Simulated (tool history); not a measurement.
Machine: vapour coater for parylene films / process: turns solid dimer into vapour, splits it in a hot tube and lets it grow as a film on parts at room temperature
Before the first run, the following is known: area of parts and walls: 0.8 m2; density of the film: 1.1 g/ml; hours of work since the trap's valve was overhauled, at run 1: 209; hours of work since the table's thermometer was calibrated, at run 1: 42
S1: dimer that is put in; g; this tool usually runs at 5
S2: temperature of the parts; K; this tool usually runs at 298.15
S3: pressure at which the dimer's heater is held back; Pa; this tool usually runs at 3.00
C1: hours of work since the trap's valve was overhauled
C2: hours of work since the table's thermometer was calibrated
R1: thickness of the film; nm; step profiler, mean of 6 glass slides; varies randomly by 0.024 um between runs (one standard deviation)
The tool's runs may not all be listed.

| run | hour | S1 | S2 | S3 | C1 | C2 | R1 |
|---|---|---|---|---|---|---|---|
| 1 | 0.0 | 5 | 298.15 | 3.00 | 209 | 42 | 2850 |
| 2 | 26.4 | 5 | 298.15 | 5.65 | 221 | 54 | 2530 |
| 3 | 51.9 | 5 | 298.15 | 3.00 | 233 | 66 | 2880 |
| 4 | 71.1 | 5 | 298.15 | 3.00 | 242 | 75 | 2900 |
| 5 | 93.9 | 5 | 298.15 | 3.00 | 253 | 86 | 2880 |
| 6 | 115.6 | 5 | 298.15 | 3.00 | 264 | 96 | 2910 |
| 7 | 130.2 | 5 | 298.15 | 3.00 | 270 | 103 | 2890 |
| 8 | 147.8 | 5 | 298.15 | 3.00 | 279 | 112 | 2900 |
| 9 | 169.2 | 5 | 298.15 | 3.00 | 289 | 122 | 2850 |
| 10 | 191.5 | 5 | 298.15 | 3.00 | 299 | 132 | 2930 |
| 11 | 204.9 | 5 | 298.15 | 3.00 | 306 | 139 | 2930 |
| 12 | 220.7 | 5 | 298.15 | 3.00 | 313 | 146 | 2870 |
| 13 | 245.1 | 5 | 298.15 | 3.00 | 325 | 158 | 2920 |
| 14 | 256.1 | 5 | 298.15 | 3.00 | 330 | 163 | 2930 |
| 15 | 277.3 | 5 | 298.15 | 3.00 | 340 | 173 | 2900 |
| 16 | 298.9 | 5 | 298.15 | 3.00 | 350 | 183 | 2880 |
| 17 | 321.4 | 8 | 298.15 | 3.00 | 361 | 194 | 4620 |
| 18 | 336.6 | 8 | 309.15 | 3.00 | 368 | 201 | 2980 |
| 19 | 356.3 | 8 | 309.15 | 3.00 | 377 | 210 | 2890 |
| 20 | 370.8 | 5 | 298.15 | 3.00 | 384 | 217 | 2900 |
| 21 | 384.9 | 5 | 298.15 | 3.00 | 391 | 224 | 2870 |
| 22 | 404.1 | 5 | 298.15 | 3.00 | 400 | 233 | 2890 |
| 23 | 415.4 | 5 | 298.15 | 3.00 | 405 | 238 | 2890 |
| 24 | 429.8 | 5 | 296.15 | 3.00 | 412 | 245 | 3180 |
| 25 | 452.9 | 5 | 296.15 | 4.60 | 423 | 256 | 2910 |
| 26 | 474.9 | 5 | 298.15 | 2.09 | 433 | 266 | 3140 |
| 27 | 499.9 | 5 | 298.15 | 2.09 | 445 | 278 | 3100 |
| 28 | 514.5 | 5 | 305.15 | 3.00 | 452 | 285 | 2150 |
| 29 | 535.6 | 3 | 306.15 | 8.14 | 462 | 295 | 1020 |
| 30 | 561.2 | 3 | 306.15 | 9.86 | 474 | 307 | 980 |
| 31 | 573.4 | 5 | 309.15 | 10.64 | 480 | 313 | 1450 |
| 32 | 599.0 | 5 | 309.15 | 10.64 | 492 | 325 | 1390 |
| 33 | 623.3 | 8 | 309.15 | 10.64 | 504 | 336 | 2280 |
| 34 | 636.0 | 2 | 291.15 | 5.76 | 510 | 342 | 1320 |
| 35 | 647.7 | 2 | 291.15 | 5.76 | 515 | 348 | 1340 |
| 36 | 666.5 | 3 | 291.15 | 5.00 | 524 | 357 | 2100 |
| 37 | 689.3 | 3 | 291.15 | 5.00 | 535 | 368 | 2080 |
| 38 | 711.8 | 3 | 291.15 | 5.00 | 546 | 378 | 2110 |
| 39 | 730.7 | 4 | 292.15 | 9.68 | 554 | 387 | 2340 |
| 40 | 749.3 | 2 | 310.15 | 2.70 | 563 | 396 | 710 |
| 41 | 774.3 | 5 | 295.15 | 3.00 | 575 | 408 | 3260 |
| 42 | 788.1 | 4 | 306.15 | 6.71 | 582 | 414 | 1390 |
| 43 | 800.4 | 6 | 291.15 | 3.74 | 587 | 420 | 4390 |
| 44 | 818.7 | 5 | 291.15 | 4.47 | 596 | 429 | 3530 |
|  | 835.7 | trap's valve overhauled |
| 45 | 847.4 | 5 | 293.15 | 8.21 | 6 | 441 | 2900 |
| 46 | 865.5 | 5 | 306.15 | 8.45 | 14 | 449 | 1700 |
| 47 | 889.6 | 5 | 294.15 | 2.64 | 25 | 460 | 3510 |

Forecast each of these 4 alternatives for the next run:
| A | 901.1 | 5 | 290.15 | 2.18 | 31 | 466 | ? |
| B | 901.1 | 8 | 293.15 | 7.26 | 31 | 466 | ? |
| C | 901.1 | 5 | 296.15 | 2.64 | 31 | 466 | ? |
| D | 901.1 | 8 | 291.15 | 5.17 | 31 | 466 | ? |

| run | R1 |
|---|---|
| A | 4260 |
| B | 4750 |
| C | 3220 |
| D | 5610 |
Without the tool's hidden state the same runs would have given:
| run | R1 |
|---|---|
| A | 4270 |
| B | 4760 |
| C | 3230 |
| D | 5620 |

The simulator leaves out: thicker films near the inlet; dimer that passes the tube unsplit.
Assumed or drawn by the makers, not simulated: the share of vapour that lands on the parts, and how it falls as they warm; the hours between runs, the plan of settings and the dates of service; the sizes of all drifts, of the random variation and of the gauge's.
